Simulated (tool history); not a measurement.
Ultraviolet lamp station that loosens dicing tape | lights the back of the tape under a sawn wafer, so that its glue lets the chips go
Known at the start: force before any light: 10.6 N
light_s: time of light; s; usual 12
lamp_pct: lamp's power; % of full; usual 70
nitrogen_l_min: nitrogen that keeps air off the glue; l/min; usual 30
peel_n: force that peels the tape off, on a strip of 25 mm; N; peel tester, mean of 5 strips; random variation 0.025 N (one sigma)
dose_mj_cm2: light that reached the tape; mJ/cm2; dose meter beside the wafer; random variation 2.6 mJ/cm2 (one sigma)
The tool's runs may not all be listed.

run	hour	light_s	lamp_pct	nitrogen_l_min	peel_n	dose_mj_cm2
1	0.0	12	70	30	1.388	296
2	38.2	12	70	30	1.447	292
3	84.3	12	70	30	1.551	284
4	115.9	12	81	30	1.150	323
5	181.3	12	81	30	1.199	315
# hour 185.0: window cleaned of glue's vapour
6	232.4	12	70	36	1.482	266
7	293.5	12	70	36	1.572	256
8	352.0	7	87	10	4.645	182
9	398.6	24	82	30	0.394	578
10	432.5	17	74	30	0.927	359
11	486.0	8	80	30	3.040	178
12	543.3	8	93	39	2.285	203
# hour 568.4: window cleaned of glue's vapour, once more
13	589.8	10	70	30	2.399	207
14	647.0	10	70	30	2.582	202

5 ways to go on from here, each from the tool as it stands after run 14. What would each give?
A	687.4	8	65	10	?	?
B	687.4	18	70	31	?	?
C	687.4	13	73	42	?	?
D	687.4	12	70	10	?	?
E	687.4	23	70	30	?	?

run	peel_n	dose_mj_cm2
A	5.348	148
B	0.967	359
C	1.395	267
D	3.578	238
E	0.629	459
Without the tool's hidden state the same runs would have given:
run	peel_n	dose_mj_cm2
A	4.253	198
B	0.534	481
C	0.788	358
D	2.502	319
E	0.370	615
